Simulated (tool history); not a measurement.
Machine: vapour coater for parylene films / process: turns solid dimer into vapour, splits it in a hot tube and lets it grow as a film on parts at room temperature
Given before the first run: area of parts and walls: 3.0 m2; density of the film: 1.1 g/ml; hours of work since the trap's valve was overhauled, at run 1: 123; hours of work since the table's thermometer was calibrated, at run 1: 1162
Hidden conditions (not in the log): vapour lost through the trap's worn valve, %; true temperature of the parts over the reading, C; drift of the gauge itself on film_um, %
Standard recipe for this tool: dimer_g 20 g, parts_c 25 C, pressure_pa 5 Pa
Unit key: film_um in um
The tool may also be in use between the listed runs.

run    hour  dimer_g  parts_c  pressure_pa  hours of work since the trap's valve was overhauled  hours of work since the table's thermometer was calibrated  film_um
  1       0       20       25            5                                                  123                                                        1162     3.33
  2    44.1       20       25            5                                                  148                                                        1187     3.26
  3   107.5       20       18            5                                                  184                                                        1223     4.58
  4   170.7       20       18            5                                                  220                                                        1259     4.58
      242.1  -- trap's valve overhauled
  5   247.5       20       18            5                                                    3                                                        1300     4.59
  6   305.7       20       25            5                                                   36                                                        1333      3.3
  7   393.1       20       25            5                                                   86                                                        1383     3.37
  8   457.3       20       34            5                                                  122                                                        1420     2.13
  9   519.8       20       25            5                                                  158                                                        1455      3.3
 10     581       20       20            5                                                  193                                                        1490     4.15
 11   662.1       20       25        10.82                                                  239                                                        1536     3.08
      700.6  -- trap's valve overhauled
 12   747.2       20       25        10.82                                                   27                                                        1582     3.14
 13   785.3       20       25        10.82                                                   48                                                        1604     3.11
 14   870.7       20       25            5                                                   97                                                        1653     3.33
 15   930.2       20       25            5                                                  131                                                        1686     3.29
 16     969       20       25            5                                                  153                                                        1708      3.3
 17  1027.9       20       25            5                                                  186                                                        1742     3.34
 18  1100.2       20       25            5                                                  227                                                        1783     3.33
     1157.5  -- trap's valve overhauled
 19    1168       20       25            5                                                    6                                                        1819     3.32
 20  1240.8       20       25            5                                                   47                                                        1861     3.34
 21  1306.1       10       25            5                                                   85                                                        1898     1.64
 22  1347.4       13       25            5                                                  108                                                        1921     2.13
 23  1405.5       16       25            5                                                  141                                                        1955      2.6
       1436  -- table's thermometer calibrated
 24  1457.1       24       26            5                                                  170                                                          12     3.76
 25  1493.3       36       25            5                                                  190                                                          33      5.9
 26  1559.3       36       25            5                                                  228                                                          70      5.9
 27  1604.5       36       25            5                                                  254                                                          96      5.9
     1616.7  -- trap's valve overhauled
 28  1672.7       36       25            5                                                   32                                                         132     5.94
 29  1711.2       20       22         7.85                                                   54                                                         154     3.71
 30    1777       24       25         5.35                                                   91                                                         192     3.94
 31  1831.1       30       25            5                                                  122                                                         222     4.88
 32    1897       30       25            5                                                  159                                                         260     4.95
 33  1938.8       30       25         8.92                                                  183                                                         284     4.73
 34  1978.7       20       25         2.16                                                  206                                                         307     3.49
 35  2042.5       30       25         4.84                                                  242                                                         343     4.93
     2076.5  -- trap's valve overhauled
 36  2124.8       27       28         2.92                                                   27                                                         387     3.95
 37  2162.7       18       35         2.07                                                   49                                                         409     1.95
 38    2244       28       28         6.93                                                   95                                                         455     3.96
 39  2329.3       27       25            5                                                  144                                                         504     4.47
 40    2414       20       21          5.1                                                  192                                                         552     3.93
 41  2489.1       26       21         2.25                                                  235                                                         595     5.37
     2539.8  -- trap's valve overhauled
 42  2548.6       27       29            5                                                    5                                                         626     3.71
 43  2600.7       27       29            5                                                   35                                                         656     3.74
 44  2670.9       13       18         2.63                                                   75                                                         696     3.09
 45  2739.3       10       25         2.16                                                  114                                                         735     1.74

Hidden condition of the tool, last listed run before each entry between runs versus first listed run after:
Logged between run 4 and run 5: trap's valve overhauled (hour 242.1)
  vapour lost through the trap's worn valve, %: 0.6 -> 0
  difference, measured minus the result without the unlogged condition, film_um: -0.03 -> +0 um
Logged between run 11 and run 12: trap's valve overhauled (hour 700.6)
  vapour lost through the trap's worn valve, %: 0.6 -> 0.1
  difference, measured minus the result without the unlogged condition, film_um: -0.02 -> +0 um
Logged between run 18 and run 19: trap's valve overhauled (hour 1157.5)
  vapour lost through the trap's worn valve, %: 0.6 -> 0
  difference, measured minus the result without the unlogged condition, film_um: -0.02 -> +0 um
Logged between run 23 and run 24: table's thermometer calibrated (hour 1436)
  vapour lost through the trap's worn valve, %: 0.4 -> 0.5; true temperature of the parts over the reading, C: -0.02 -> 0
  difference, measured minus the result without the unlogged condition, film_um: -0.01 -> -0.02 um
Logged between run 27 and run 28: trap's valve overhauled (hour 1616.7)
  vapour lost through the trap's worn valve, %: 0.7 -> 0.1
  difference, measured minus the result without the unlogged condition, film_um: -0.03 -> +0 um
Logged between run 35 and run 36: trap's valve overhauled (hour 2076.5)
  vapour lost through the trap's worn valve, %: 0.6 -> 0.1
  difference, measured minus the result without the unlogged condition, film_um: -0.03 -> -0.01 um
Logged between run 41 and run 42: trap's valve overhauled (hour 2539.8)
  vapour lost through the trap's worn valve, %: 0.6 -> 0
  difference, measured minus the result without the unlogged condition, film_um: -0.03 -> +0 um

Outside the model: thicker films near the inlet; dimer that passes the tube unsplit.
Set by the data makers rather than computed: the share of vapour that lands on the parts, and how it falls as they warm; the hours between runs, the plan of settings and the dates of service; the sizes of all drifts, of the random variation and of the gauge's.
